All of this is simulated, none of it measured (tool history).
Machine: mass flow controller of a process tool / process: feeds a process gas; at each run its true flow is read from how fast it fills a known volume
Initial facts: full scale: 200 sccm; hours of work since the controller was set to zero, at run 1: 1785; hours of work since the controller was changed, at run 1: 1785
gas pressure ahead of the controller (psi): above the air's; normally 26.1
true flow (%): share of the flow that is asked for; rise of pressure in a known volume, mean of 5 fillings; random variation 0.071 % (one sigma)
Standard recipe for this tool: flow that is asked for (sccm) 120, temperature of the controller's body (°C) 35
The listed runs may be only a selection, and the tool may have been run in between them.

run	hour	flow that is asked for (sccm)	gas pressure ahead of the controller (psi)	temperature of the controller's body (°C)	hours of work since the controller was set to zero	hours of work since the controller was changed	true flow (%)
1	0.0	120	26.1	35	1785	1785	101.13
2	145.2	120	26.1	35	1891	1891	101.14
3	436.7	120	26.1	35	2102	2102	101.14
4	678.6	120	26.1	22	2277	2277	99.72
5	911.5	120	26.1	35	2446	2446	101.19
6	1033.4	120	26.1	35	2534	2534	101.30
7	1187.3	120	22.3	35	2646	2646	101.21
8	1328.0	120	22.3	35	2748	2748	101.07
9	1599.4	120	26.1	35	2944	2944	101.30
10	1793.2	120	26.1	27	3085	3085	100.45
11	1995.4	120	26.1	27	3231	3231	100.40
12	2228.3	76	26.1	35	3400	3400	101.82
13	2493.6	29	26.1	35	3592	3592	104.77
14	2723.6	120	24.7	35	3759	3759	101.41
15	3001.1	120	26.1	35	3960	3960	101.54
16	3152.9	120	26.1	35	4070	4070	101.53
17	3428.9	120	33.1	35	4270	4270	101.84
18	3671.7	120	33.1	35	4446	4446	101.94
19	3896.7	120	26.4	35	4609	4609	101.66
20	4046.1	120	26.4	35	4717	4717	101.58
21	4273.1	120	26.1	35	4882	4882	101.54
22	4526.9	32	37.3	35	5066	5066	106.43
23	4774.2	32	37.3	35	5245	5245	106.36
# hour 4953.6: controller's zero set anew
24	4961.2	120	26.1	27	6	5380	99.04
25	5233.0	120	26.1	27	202	5577	99.20
26	5514.2	120	26.1	27	406	5781	99.04
27	5786.1	120	28.0	39	603	5978	100.82
28	5971.9	90	27.6	35	738	6112	100.13
29	6182.5	28	26.1	36	891	6265	100.97
30	6310.8	120	24.7	35	983	6358	99.98
31	6442.1	31	35.0	26	1079	6453	100.39
32	6725.4	56	29.3	34	1284	6658	100.48
33	6878.7	38	30.0	23	1395	6769	99.77
34	7052.6	38	28.9	21	1521	6895	99.68
35	7173.2	79	26.1	39	1608	6983	100.96
36	7307.6	187	32.3	23	1706	7080	98.99
37	7503.5	132	33.8	24	1848	7222	99.24
38	7728.2	22	26.1	24	2010	7385	101.77
39	7964.2	22	26.1	24	2181	7556	101.96
40	8252.1	82	21.0	24	2390	7764	99.02
41	8388.3	36	24.7	26	2489	7863	100.94

What differs in the tool's unlogged condition from the final listed run ahead of each entry between runs to the first listed run following it?
In the gap between runs 23 and 24: controller's zero set anew (hour 4953.6)
  flow at rest that the sensor doesn't see, % of full scale: 1.024 -> 0.036; true flow over the shown one, %: -0.85 -> -0.87
  measured minus no-state result, true flow (%): +5.54 -> -0.81

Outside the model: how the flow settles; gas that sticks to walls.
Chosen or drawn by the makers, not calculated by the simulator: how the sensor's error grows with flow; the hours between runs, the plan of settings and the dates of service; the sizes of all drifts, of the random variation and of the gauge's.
